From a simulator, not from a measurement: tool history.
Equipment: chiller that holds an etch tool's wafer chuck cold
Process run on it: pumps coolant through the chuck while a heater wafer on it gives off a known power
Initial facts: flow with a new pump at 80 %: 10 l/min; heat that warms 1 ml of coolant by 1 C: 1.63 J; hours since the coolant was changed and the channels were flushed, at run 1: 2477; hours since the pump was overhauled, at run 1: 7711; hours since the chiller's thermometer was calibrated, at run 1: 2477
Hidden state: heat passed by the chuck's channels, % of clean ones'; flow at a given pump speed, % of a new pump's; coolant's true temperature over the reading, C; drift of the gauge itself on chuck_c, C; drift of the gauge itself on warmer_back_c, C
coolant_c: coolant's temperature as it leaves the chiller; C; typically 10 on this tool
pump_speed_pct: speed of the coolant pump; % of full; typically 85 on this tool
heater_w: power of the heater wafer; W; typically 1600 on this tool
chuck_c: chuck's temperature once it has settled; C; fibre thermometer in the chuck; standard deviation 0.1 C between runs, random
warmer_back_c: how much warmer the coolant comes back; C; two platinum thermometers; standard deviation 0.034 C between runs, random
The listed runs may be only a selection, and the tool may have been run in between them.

run    hour  coolant_c  pump_speed_pct  heater_w  hours since the coolant was changed and the channels were flushed  hours since the pump was overhauled  hours since the chiller's thermometer was calibrated  chuck_c  warmer_back_c
  1     0.0         10              85      1600                                                               2477                                 7711                                                  2477     22.9           6.95
  2    95.3         10              92      1600                                                               2572                                 7806                                                  2572     22.2           6.42
  3   235.3         10              85      1600                                                               2712                                 7946                                                  2712     23.0           6.93
  4   457.8         10              85      1600                                                               2935                                 8168                                                  2935     23.0           6.91
  5   568.2         10              85      1600                                                               3045                                 8279                                                  3045     23.1           7.00
  6   754.3          2              85      1600                                                               3231                                 8465                                                  3231     15.3           7.10
  7   958.6         10              96      1600                                                               3436                                 8669                                                  3436     22.2           6.25
  8  1095.2         15              85      1600                                                               3572                                 8806                                                  3572     28.6           7.15
  9  1251.2         15              85      1600                                                               3728                                 8962                                                  3728     28.7           7.13
 10  1379.3         15              85      1600                                                               3856                                 9090                                                  3856     28.6           7.26
 11  1559.5         15              85      1600                                                               4037                                 9270                                                  4037     28.7           7.25
 12  1657.5         15              85      1600                                                               4135                                 9368                                                  4135     28.8           7.26
 13  1753.9         15              85      1600                                                               4231                                 9464                                                  4231     28.9           7.23
 14  1882.3         15              85      1600                                                               4359                                 9593                                                  4359     29.0           7.29
 15  2064.8         15              85      1600                                                               4542                                 9775                                                  4542     29.2           7.39
 16  2266.0         10              91      1600                                                               4743                                 9977                                                  4743     23.5           6.95
     2445.9  -- coolant pump overhauled
 17  2479.2         10              91      1600                                                               4951                                   33                                                  4951     20.8           5.21
     2524.9  -- coolant changed, channels flushed
     2552.4  -- chiller's thermometer calibrated
 18  2668.2          8              93      1600                                                                142                                  215                                                   116     17.0           5.16
 19  2787.2          8              93      1600                                                                261                                  334                                                   235     16.9           5.18
 20  2922.0         13              63      1037                                                                396                                  469                                                   370     20.6           4.84
     3129.2  -- chiller's thermometer calibrated, once more
 21  3136.7          2              63      1787                                                                610                                  683                                                     7     17.2           8.37
 22  3227.1          2              63      1154                                                                700                                  773                                                    98     11.8           5.47
 23  3446.0          2              63      1154                                                                919                                  992                                                   317     11.8           5.46
 24  3657.3          2              63      1613                                                               1130                                 1203                                                   528     15.9           7.66
 25  3781.5         11              67      2158                                                               1255                                 1328                                                   652     28.9           9.64
 26  3948.7          1              98      1331                                                               1422                                 1495                                                   820      9.4           4.18
 27  4054.7          6              63       940                                                               1528                                 1601                                                   925     14.2           4.54
 28  4266.8          3              97      1342                                                               1740                                 1813                                                  1138     11.6           4.22
 29  4376.5         18              72      2224                                                               1850                                 1923                                                  1247     35.9           9.53
 30  4540.5         18              72      2224                                                               2014                                 2087                                                  1411     36.0           9.50
 31  4715.4         18              72      2224                                                               2189                                 2261                                                  1586     36.0           9.54
 32  4806.5         10              76      1780                                                               2280                                 2353                                                  1677     23.9           7.30
 33  4976.7         10              76      1780                                                               2450                                 2523                                                  1847     24.1           7.39

Same runs, no hidden state in the tool, same run-to-run variation:
run  chuck_c  warmer_back_c
  1     20.5           5.60
  2     20.0           5.16
  3     20.5           5.54
  4     20.4           5.48
  5     20.4           5.54
  6     12.5           5.60
  7     19.6           4.88
  8     25.6           5.58
  9     25.7           5.53
 10     25.4           5.62
 11     25.4           5.58
 12     25.5           5.57
 13     25.5           5.52
 14     25.5           5.55
 15     25.5           5.60
 16     19.9           5.24
 17     19.8           5.20
 18     17.9           5.12
 19     17.7           5.14
 20     21.4           4.78
 21     16.7           8.22
 22     11.5           5.37
 23     11.4           5.33
 24     15.3           7.43
 25     28.0           9.33
 26      8.9           4.02
 27     13.7           4.37
 28     11.0           4.03
 29     34.5           9.09
 30     34.5           9.02
 31     34.4           9.03
 32     22.7           6.89
 33     22.7           6.95

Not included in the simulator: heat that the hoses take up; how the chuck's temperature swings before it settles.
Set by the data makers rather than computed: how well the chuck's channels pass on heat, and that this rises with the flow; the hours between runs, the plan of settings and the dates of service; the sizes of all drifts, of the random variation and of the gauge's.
